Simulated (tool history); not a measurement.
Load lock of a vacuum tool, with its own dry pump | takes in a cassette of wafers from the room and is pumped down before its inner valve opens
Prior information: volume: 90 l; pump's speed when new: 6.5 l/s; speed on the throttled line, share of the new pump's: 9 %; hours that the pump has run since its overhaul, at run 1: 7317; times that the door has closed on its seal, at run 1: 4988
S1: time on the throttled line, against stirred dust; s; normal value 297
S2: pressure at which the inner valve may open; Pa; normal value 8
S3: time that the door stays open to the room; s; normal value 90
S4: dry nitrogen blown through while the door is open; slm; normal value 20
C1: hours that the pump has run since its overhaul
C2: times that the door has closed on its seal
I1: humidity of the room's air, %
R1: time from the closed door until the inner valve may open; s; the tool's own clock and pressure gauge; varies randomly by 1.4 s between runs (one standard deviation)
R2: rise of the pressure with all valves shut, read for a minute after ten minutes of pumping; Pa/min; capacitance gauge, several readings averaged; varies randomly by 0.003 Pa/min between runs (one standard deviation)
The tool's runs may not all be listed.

{"run": 1, "hour": 0.0, "S1": 297, "S2": 8, "S3": 90, "S4": 20, "C1": 7317, "C2": 4988, "I1": 45.7, "R1": 416.1, "R2": 0.051}
{"run": 2, "hour": 194.5, "S1": 297, "S2": 14, "S3": 90, "S4": 20, "C1": 7512, "C2": 5183, "I1": 42.2, "R1": 406, "R2": 0.044}
{"run": 3, "hour": 415.9, "S1": 297, "S2": 14, "S3": 90, "S4": 20, "C1": 7733, "C2": 5406, "I1": 42.6, "R1": 409, "R2": 0.045}
{"run": 4, "hour": 650.6, "S1": 297, "S2": 8, "S3": 90, "S4": 20, "C1": 7968, "C2": 5642, "I1": 43.8, "R1": 415.8, "R2": 0.044}
{"run": 5, "hour": 888.0, "S1": 297, "S2": 8, "S3": 90, "S4": 20, "C1": 8205, "C2": 5881, "I1": 42.8, "R1": 415.8, "R2": 0.048}
{"run": 6, "hour": 1106.2, "S1": 297, "S2": 8, "S3": 90, "S4": 20, "C1": 8423, "C2": 6101, "I1": 45, "R1": 416.5, "R2": 0.044}
{"run": 7, "hour": 1392.5, "S1": 297, "S2": 8, "S3": 189, "S4": 20, "C1": 8710, "C2": 6389, "I1": 46.7, "R1": 417.9, "R2": 0.076}
{"run": 8, "hour": 1561.7, "S1": 297, "S2": 8, "S3": 90, "S4": 20, "C1": 8879, "C2": 6559, "I1": 46.2, "R1": 419.9, "R2": 0.055}
{"run": 9, "hour": 1696.5, "S1": 297, "S2": 8, "S3": 90, "S4": 20, "C1": 9014, "C2": 6695, "I1": 44, "R1": 418.6, "R2": 0.05}
{"run": 10, "hour": 1822.4, "S1": 297, "S2": 8, "S3": 90, "S4": 5, "C1": 9140, "C2": 6821, "I1": 43.4, "R1": 418.9, "R2": 0.065}
{"run": 11, "hour": 1958.5, "S1": 297, "S2": 8, "S3": 90, "S4": 5, "C1": 9276, "C2": 6958, "I1": 45.8, "R1": 416.4, "R2": 0.068}
{"run": 12, "hour": 2173.2, "S1": 297, "S2": 8, "S3": 90, "S4": 5, "C1": 9490, "C2": 7174, "I1": 46.3, "R1": 421.7, "R2": 0.069}
{"run": 13, "hour": 2462.0, "S1": 297, "S2": 8, "S3": 90, "S4": 5, "C1": 9779, "C2": 7465, "I1": 41.5, "R1": 420.2, "R2": 0.063}
{"run": 14, "hour": 2676.4, "S1": 297, "S2": 8, "S3": 90, "S4": 5, "C1": 9994, "C2": 7680, "I1": 43.6, "R1": 417, "R2": 0.066}
{"run": 15, "hour": 2838.1, "S1": 297, "S2": 8, "S3": 90, "S4": 5, "C1": 10155, "C2": 7843, "I1": 45.1, "R1": 420.4, "R2": 0.07}
{"run": 16, "hour": 2969.1, "S1": 297, "S2": 8, "S3": 187, "S4": 5, "C1": 10286, "C2": 7975, "I1": 43.7, "R1": 420.1, "R2": 0.108}
{"run": 17, "hour": 3261.9, "S1": 339, "S2": 8, "S3": 90, "S4": 20, "C1": 10579, "C2": 8269, "I1": 44, "R1": 462.3, "R2": 0.054}
{"run": 18, "hour": 3484.7, "S1": 297, "S2": 8, "S3": 90, "S4": 20, "C1": 10802, "C2": 8494, "I1": 42.2, "R1": 419.1, "R2": 0.055}
{"run": 19, "hour": 3640.4, "S1": 297, "S2": 8, "S3": 182, "S4": 5, "C1": 10958, "C2": 8650, "I1": 47.3, "R1": 422.9, "R2": 0.11}
{"run": 20, "hour": 3911.2, "S1": 162, "S2": 12, "S3": 72, "S4": 27, "C1": 11228, "C2": 8923, "I1": 44, "R1": 292.5, "R2": 0.046}
{"run": 21, "hour": 4200.3, "S1": 297, "S2": 8, "S3": 126, "S4": 21, "C1": 11517, "C2": 9213, "I1": 47.9, "R1": 422.4, "R2": 0.073}
{"run": 22, "hour": 4385.6, "S1": 297, "S2": 8, "S3": 126, "S4": 21, "C1": 11703, "C2": 9400, "I1": 45.1, "R1": 422.1, "R2": 0.07}
{"run": 23, "hour": 4546.4, "S1": 297, "S2": 8, "S3": 126, "S4": 21, "C1": 11864, "C2": 9562, "I1": 44.4, "R1": 422.5, "R2": 0.07}
{"run": 24, "hour": 4777.7, "S1": 297, "S2": 8, "S3": 126, "S4": 21, "C1": 12095, "C2": 9794, "I1": 48.1, "R1": 423.2, "R2": 0.067}
{"run": 25, "hour": 4928.1, "S1": 297, "S2": 11, "S3": 90, "S4": 20, "C1": 12245, "C2": 9946, "I1": 41.6, "R1": 415.3, "R2": 0.059}
{"run": 26, "hour": 5182.1, "S1": 172, "S2": 8, "S3": 98, "S4": 5, "C1": 12499, "C2": 10201, "I1": 45, "R1": 311, "R2": 0.082}
{"run": 27, "hour": 5473.7, "S1": 163, "S2": 6, "S3": 48, "S4": 15, "C1": 12791, "C2": 10495, "I1": 46.5, "R1": 309.8, "R2": 0.056}
{"run": 28, "hour": 5646.0, "S1": 498, "S2": 10, "S3": 90, "S4": 20, "C1": 12963, "C2": 10668, "I1": 44.7, "R1": 601.2, "R2": 0.061}
{"run": 29, "hour": 5900.0, "S1": 478, "S2": 10, "S3": 90, "S4": 20, "C1": 13217, "C2": 10924, "I1": 46.4, "R1": 584, "R2": 0.06}
{"run": 30, "hour": 6115.6, "S1": 478, "S2": 10, "S3": 90, "S4": 20, "C1": 13433, "C2": 11140, "I1": 42.3, "R1": 580.7, "R2": 0.059}
{"run": 31, "hour": 6271.2, "S1": 297, "S2": 7, "S3": 70, "S4": 13, "C1": 13588, "C2": 11297, "I1": 47.4, "R1": 427.6, "R2": 0.07}
{"run": 32, "hour": 6439.4, "S1": 297, "S2": 9, "S3": 70, "S4": 27, "C1": 13757, "C2": 11466, "I1": 43.7, "R1": 422.8, "R2": 0.06}
{"run": 33, "hour": 6694.2, "S1": 285, "S2": 8, "S3": 109, "S4": 12, "C1": 14011, "C2": 11723, "I1": 50.3, "R1": 414.9, "R2": 0.089}
{"run": 34, "hour": 6966.9, "S1": 216, "S2": 9, "S3": 109, "S4": 12, "C1": 14284, "C2": 11997, "I1": 42.8, "R1": 352.9, "R2": 0.075}
{"run": 35, "hour": 7202.1, "S1": 216, "S2": 13, "S3": 210, "S4": 12, "C1": 14519, "C2": 12233, "I1": 51.3, "R1": 345.9, "R2": 0.113}
{"run": 36, "hour": 7438.8, "S1": 216, "S2": 13, "S3": 210, "S4": 12, "C1": 14756, "C2": 12472, "I1": 42.9, "R1": 347.4, "R2": 0.11}

4 ways to go on from here, each from the tool as it stands after run 36. What would each give?
{"run": "A", "hour": 7630.7, "S1": 297, "S2": 8, "S3": 57, "S4": 20, "C1": 14948, "C2": 12665, "I1": 43, "R1": "?", "R2": "?"}
{"run": "B", "hour": 7630.7, "S1": 419, "S2": 8, "S3": 52, "S4": 8, "C1": 14948, "C2": 12665, "I1": 43.2, "R1": "?", "R2": "?"}
{"run": "C", "hour": 7630.7, "S1": 165, "S2": 13, "S3": 210, "S4": 12, "C1": 14948, "C2": 12665, "I1": 46.6, "R1": "?", "R2": "?"}
{"run": "D", "hour": 7630.7, "S1": 440, "S2": 13, "S3": 210, "S4": 4, "C1": 14948, "C2": 12665, "I1": 44.6, "R1": "?", "R2": "?"}

run=A R1=428.8 R2=0.057
run=B R1=537.3 R2=0.066
run=C R1=299.9 R2=0.108
run=D R1=546.7 R2=0.123
The same runs, with their run-to-run variation unchanged, on a tool lacking any hidden condition would have given:
run=A R1=404.8 R2=0.021
run=B R1=515.7 R2=0.03
run=C R1=275.5 R2=0.073
run=D R1=527.7 R2=0.087
